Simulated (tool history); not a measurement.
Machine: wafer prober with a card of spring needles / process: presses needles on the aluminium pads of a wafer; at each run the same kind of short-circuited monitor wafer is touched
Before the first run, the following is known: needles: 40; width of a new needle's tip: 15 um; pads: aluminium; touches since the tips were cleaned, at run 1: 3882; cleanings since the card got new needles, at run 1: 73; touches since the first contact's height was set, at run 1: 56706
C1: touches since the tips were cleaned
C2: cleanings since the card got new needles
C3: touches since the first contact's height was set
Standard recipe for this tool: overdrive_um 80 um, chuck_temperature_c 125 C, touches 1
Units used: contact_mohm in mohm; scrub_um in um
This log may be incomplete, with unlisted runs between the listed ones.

Run 1, day 0.000: usual settings; C1 3882; C2 73; C3 56706. Result: contact_mohm 168 mohm, scrub_um 18.552 um.
At day 0.704: tips cleaned on abrasive film.
Run 2, day 1.008: usual settings; C1 2250; C2 74; C3 64130. Result: contact_mohm 153 mohm, scrub_um 18.547 um.
At day 1.933: tips cleaned on abrasive film.
At day 3.258: tips cleaned on abrasive film.
Run 3, day 3.433: usual settings; C1 1314; C2 76; C3 82012. Result: contact_mohm 143 mohm, scrub_um 18.526 um.
At day 4.546: tips cleaned on abrasive film.
At day 4.696: height of the first contact set anew.
Run 4, day 5.250: usual settings; C1 5103; C2 77; C3 4097. Result: contact_mohm 177 mohm, scrub_um 18.624 um.
At day 5.867: tips cleaned on abrasive film.
At day 7.071: tips cleaned on abrasive film.
Run 5, day 7.508: usual settings; C1 3243; C2 79; C3 20750. Result: contact_mohm 166 mohm, scrub_um 18.606 um.
At day 8.325: tips cleaned on abrasive film.
Run 6, day 8.933: usual settings; C1 4508; C2 80; C3 31252. Result: contact_mohm 176 mohm, scrub_um 18.583 um.
At day 9.529: tips cleaned on abrasive film.
Run 7, day 10.296: usual settings; C1 5650; C2 81; C3 41284. Result: contact_mohm 186 mohm, scrub_um 18.566 um.
At day 10.900: tips cleaned on abrasive film.
Run 8, day 11.333: usual settings but touches 2; C1 3205; C2 82; C3 48955. Result: contact_mohm 149 mohm, scrub_um 18.565 um.
At day 12.121: tips cleaned on abrasive film.
Run 9, day 13.154: usual settings but touches 2; C1 7637; C2 83; C3 62368. Result: contact_mohm 162 mohm, scrub_um 18.554 um.
At day 13.429: tips cleaned on abrasive film.
At day 14.688: tips cleaned on abrasive film.
Run 10, day 14.729: usual settings; C1 324; C2 85; C3 73975. Result: contact_mohm 131 mohm, scrub_um 18.534 um.
At day 15.938: tips cleaned on abrasive film.
Run 11, day 16.004: usual settings; C1 493; C2 86; C3 83372. Result: contact_mohm 135 mohm, scrub_um 18.518 um.
At day 17.121: height of the first contact set anew.
At day 17.317: tips cleaned on abrasive film.
Run 12, day 18.000: usual settings; C1 5028; C2 87; C3 6446. Result: contact_mohm 177 mohm, scrub_um 18.601 um.
At day 18.650: tips cleaned on abrasive film.
At day 20.021: tips cleaned on abrasive film.
Run 13, day 20.154: usual settings; C1 969; C2 89; C3 22319. Result: contact_mohm 142 mohm, scrub_um 18.580 um.
Run 14, day 21.154: usual settings but chuck_temperature_c 49 C; C1 8377; C2 89; C3 29727. Result: contact_mohm 189 mohm, scrub_um 18.577 um.
At day 21.354: tips cleaned on abrasive film.
Run 15, day 22.162: usual settings but chuck_temperature_c 74 C; C1 5972; C2 90; C3 37146. Result: contact_mohm 183 mohm, scrub_um 18.564 um.
At day 22.646: tips cleaned on abrasive film.
Run 16, day 23.725: usual settings but chuck_temperature_c 74 C; C1 7989; C2 91; C3 48683. Result: contact_mohm 187 mohm, scrub_um 18.570 um.
At day 23.946: tips cleaned on abrasive film.
Run 17, day 24.725: usual settings but overdrive_um 98 um, chuck_temperature_c 33 C, touches 2; C1 5754; C2 92; C3 56038. Result: contact_mohm 142 mohm, scrub_um 22.737 um.
At day 25.162: tips cleaned on abrasive film.
At day 26.492: tips cleaned on abrasive film.
Run 18, day 26.588: usual settings; C1 702; C2 94; C3 69732. Result: contact_mohm 142 mohm, scrub_um 18.541 um.
At day 27.850: tips cleaned on abrasive film.
Run 19, day 28.950: usual settings but overdrive_um 79 um, chuck_temperature_c 123 C; C1 8131; C2 95; C3 87188. Result: contact_mohm 191 mohm, scrub_um 18.284 um.
At day 29.129: tips cleaned on abrasive film.
At day 29.458: height of the first contact set anew.
At day 30.483: tips cleaned on abrasive film.
Run 20, day 31.054: usual settings but overdrive_um 64 um, chuck_temperature_c 91 C, touches 2; C1 4218; C2 97; C3 11787. Result: contact_mohm 171 mohm, scrub_um 14.889 um.
At day 31.833: tips cleaned on abrasive film.
At day 33.075: tips cleaned on abrasive film.
Run 21, day 33.308: usual settings but overdrive_um 64 um, chuck_temperature_c 27 C, touches 2; C1 1719; C2 99; C3 28380. Result: contact_mohm 141 mohm, scrub_um 14.858 um.
At day 34.329: tips cleaned on abrasive film.
Run 22, day 34.883: usual settings but overdrive_um 64 um, chuck_temperature_c 27 C, touches 2; C1 4102; C2 100; C3 40005. Result: contact_mohm 164 mohm, scrub_um 14.861 um.
At day 35.588: tips cleaned on abrasive film.
At day 36.833: tips cleaned on abrasive film.
Run 23, day 37.262: usual settings but overdrive_um 63 um, chuck_temperature_c 116 C; C1 3194; C2 102; C3 57547. Result: contact_mohm 197 mohm, scrub_um 14.597 um.
At day 38.029: tips cleaned on abrasive film.
Run 24, day 38.475: usual settings but overdrive_um 63 um, chuck_temperature_c 116 C; C1 3319; C2 103; C3 66479. Result: contact_mohm 191 mohm, scrub_um 14.587 um.
At day 39.271: tips cleaned on abrasive film.
At day 40.662: tips cleaned on abrasive film.
Run 25, day 40.800: usual settings but overdrive_um 63 um, chuck_temperature_c 116 C; C1 1031; C2 105; C3 83610. Result: contact_mohm 156 mohm, scrub_um 14.563 um.
At day 41.812: height of the first contact set anew.
At day 41.879: tips cleaned on abrasive film.
Run 26, day 41.879: usual settings but overdrive_um 66 um, chuck_temperature_c 32 C, touches 3; C1 0; C2 106; C3 454. Result: contact_mohm 115 mohm, scrub_um 15.358 um.

For run 27, what comes out?
At day 43.138: tips cleaned on abrasive film.
Run 27, day 43.617: usual settings but overdrive_um 95 um, chuck_temperature_c 41 C, touches 3; C1 3525; C2 107; C3 13267. Result: contact_mohm ?, scrub_um ?.

Run 27 measured contact_mohm 124 mohm, scrub_um 22.092 um.
Minus the tool's unlogged condition, the same run would have read contact_mohm 109 mohm, scrub_um 22.115 um.

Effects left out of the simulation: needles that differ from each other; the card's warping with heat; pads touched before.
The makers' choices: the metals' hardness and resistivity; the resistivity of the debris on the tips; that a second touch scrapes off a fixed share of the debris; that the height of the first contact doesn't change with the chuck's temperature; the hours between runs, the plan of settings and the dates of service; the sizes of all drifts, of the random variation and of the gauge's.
